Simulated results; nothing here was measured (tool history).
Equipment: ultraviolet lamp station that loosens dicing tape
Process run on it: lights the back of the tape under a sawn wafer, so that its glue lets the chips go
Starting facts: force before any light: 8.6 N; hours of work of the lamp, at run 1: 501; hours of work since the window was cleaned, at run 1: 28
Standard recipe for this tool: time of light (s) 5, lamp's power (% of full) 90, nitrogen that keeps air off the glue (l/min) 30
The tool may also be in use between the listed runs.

run    hour  time of light (s)  lamp's power (% of full)  nitrogen that keeps air off the glue (l/min)  hours of work of the lamp  hours of work since the window was cleaned  force that peels the tape off (N)  light that reached the tape (mJ/cm²)
  1       0                  5                        90                                            30                        501                                          28                              0.506                                   440
  2    33.6                  3                        90                                            30                        515                                          41                              1.555                                   263
  3    72.9                  3                        90                                            30                        531                                          57                              1.684                                   251
  4   136.6                  3                        90                                            30                        557                                          83                              1.694                                   244
  5   204.2                  5                        90                                            25                        584                                         111                              0.791                                   398
  6   270.9                  5                        71                                            30                        611                                         138                              1.173                                   305
  7   306.8                  5                        71                                            30                        626                                         152                              1.241                                   296
  8   367.4                  5                        67                                            30                        650                                         177                              1.435                                   269
  9   435.6                  5                        90                                            30                        678                                         205                              0.826                                   352
 10   504.7                  5                        98                                            30                        706                                         233                              0.766                                   365
 11     572                  5                        98                                            30                        733                                         260                              0.875                                   360
 12   600.3                  5                        94                                            30                        745                                         272                              0.986                                   335
 13     646                  5                        90                                            30                        763                                         290                              1.108                                   311
 14   689.6                  5                        90                                            30                        781                                         308                              1.167                                   300
      699.3  -- window cleaned of glue's vapour
 15   757.1                  5                        90                                            30                        808                                          23                              0.824                                   357
 16   801.8                  5                        90                                            30                        827                                          42                              0.907                                   352
 17   850.8                  9                        90                                            30                        846                                          62                              0.216                                   615
 18   889.2                  4                        90                                            30                        862                                          77                              1.459                                   270
      942.8  -- lamp changed
 19   958.3                  4                        90                                            30                          6                                         105                              0.547                                   435
 20   995.6                  8                        90                                            30                         21                                         120                              0.113                                   847
 21  1055.8                  8                        90                                            21                         46                                         144                              0.148                                   827
 22  1116.6                  8                        90                                            21                         71                                         169                              0.157                                   811
 23  1146.3                  5                        90                                            21                         83                                         181                              0.537                                   499
 24  1198.3                  5                        90                                            21                        104                                         202                              0.574                                   486
 25  1255.4                  6                        81                                            30                        127                                         226                              0.353                                   516
 26  1299.9                  4                        77                                            30                        145                                         244                              1.091                                   322
 27  1346.1                  6                        94                                            30                        164                                         262                              0.264                                   569
 28    1385                  6                        94                                            30                        180                                         278                              0.276                                   563
 29    1443                  5                        77                                            30                        203                                         302                              0.767                                   375
     1467.3  -- window cleaned of glue's vapour
 30  1472.9                  5                        83                                            15                        215                                           2                              0.825                                   478
 31  1508.1                  2                        92                                            16                        229                                          17                              2.973                                   208
 32  1570.9                  2                        82                                            21                        255                                          42                              2.883                                   184
 33  1624.6                  3                        90                                            30                        277                                          64                              1.224                                   292
 34  1689.3                  3                        90                                            30                        303                                          90                               1.29                                   284
 35  1738.5                  8                        72                                            13                        323                                         110                              0.593                                   599

Across each entry between runs, compare the hidden state at the last listed run before it with the hidden state at the first listed run after it:
From run 14 to run 15: window cleaned of glue's vapour (hour 699.3)
  lamp's light, % of a new lamp's: 62.9 -> 61.7; light that the window lets through, % of a clean one's: 81.4 -> 98.2
  difference, measured minus the result without the unlogged condition, force that peels the tape off (N): +0.93 -> +0.588; light that reached the tape (mJ/cm²): -288 -> -231
From run 18 to run 19: lamp changed (hour 942.8)
  lamp's light, % of a new lamp's: 59.3 -> 98.3; light that the window lets through, % of a clean one's: 95.2 -> 93.6
  difference, measured minus the result without the unlogged condition, force that peels the tape off (N): +1.035 -> +0.103; light that reached the tape (mJ/cm²): -206 -> -38
From run 29 to run 30: window cleaned of glue's vapour (hour 1467.3)
  lamp's light, % of a new lamp's: 89.7 -> 89.2; light that the window lets through, % of a clean one's: 82.5 -> 99.8
  difference, measured minus the result without the unlogged condition, force that peels the tape off (N): +0.404 -> +0.193; light that reached the tape (mJ/cm²): -133 -> -60
